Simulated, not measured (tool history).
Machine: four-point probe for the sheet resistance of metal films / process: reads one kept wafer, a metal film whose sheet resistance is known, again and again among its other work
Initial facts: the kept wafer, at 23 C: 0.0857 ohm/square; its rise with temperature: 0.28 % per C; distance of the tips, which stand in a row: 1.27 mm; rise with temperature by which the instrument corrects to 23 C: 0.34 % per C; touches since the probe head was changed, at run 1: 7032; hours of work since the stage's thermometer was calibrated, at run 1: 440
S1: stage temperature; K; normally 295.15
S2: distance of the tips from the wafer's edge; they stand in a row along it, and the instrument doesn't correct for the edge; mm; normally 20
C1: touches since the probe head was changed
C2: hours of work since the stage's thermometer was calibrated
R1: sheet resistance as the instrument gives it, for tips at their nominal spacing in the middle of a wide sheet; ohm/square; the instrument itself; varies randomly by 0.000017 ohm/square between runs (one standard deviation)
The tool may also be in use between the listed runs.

run   hour      S1  S2     C1   C2        R1
  1      0  295.15  20   7032  440  0.085957
  2   17.2  295.15  20   7379  449  0.085963
  3   34.9  305.15  20   7736  458  0.085436
  4   52.9  295.15  20   8099  467  0.085958
  5   71.8  295.15  20   8480  477  0.085951
  6   87.4  295.15  20   8795  485  0.085969
  7  101.6  295.15  20   9081  492  0.085942
  8  115.5  303.15  20   9361  500  0.085559
  9  124.7  308.15  20   9546  504  0.085317
 10  143.6  308.15  20   9928  514   0.08532
 11  162.2  308.15  20  10301  523  0.085337
 12  173.8  295.15  20  10535  529  0.085954
 13  188.7  304.15  20  10837  537  0.085501
 14    206  295.15  39  11185  546   0.08582
 15  217.5  295.15  20  11418  552  0.085967
 16  231.8  295.15  20  11705  559  0.085951
 17  241.2  301.15   9  11895  564  0.086397
 18  257.3  301.15   9  12219  572  0.086369
 19  272.6  301.15   9  12528  580  0.086389
 20  280.6  294.15  20  12688  584  0.086024
 21  295.3  298.15   9  12985  592  0.086516
 22  308.2  294.15  16  13245  598  0.086096
 23  324.1  292.15   5  13566  606  0.088804
 24  338.3  296.15  26  13853  614  0.085838
 25  354.8  292.15   8  14185  622  0.087081
 26  367.2  292.15   8  14434  629  0.087096

Run 27, settings as shown, results not yet in. Your forecast:
 27  377.9  297.15  71  14650  634   ?

Run 27 produced R1 0.085664 ohm/square.
The same run, on a tool lacking any hidden state, would have yielded R1 0.085641 ohm/square.

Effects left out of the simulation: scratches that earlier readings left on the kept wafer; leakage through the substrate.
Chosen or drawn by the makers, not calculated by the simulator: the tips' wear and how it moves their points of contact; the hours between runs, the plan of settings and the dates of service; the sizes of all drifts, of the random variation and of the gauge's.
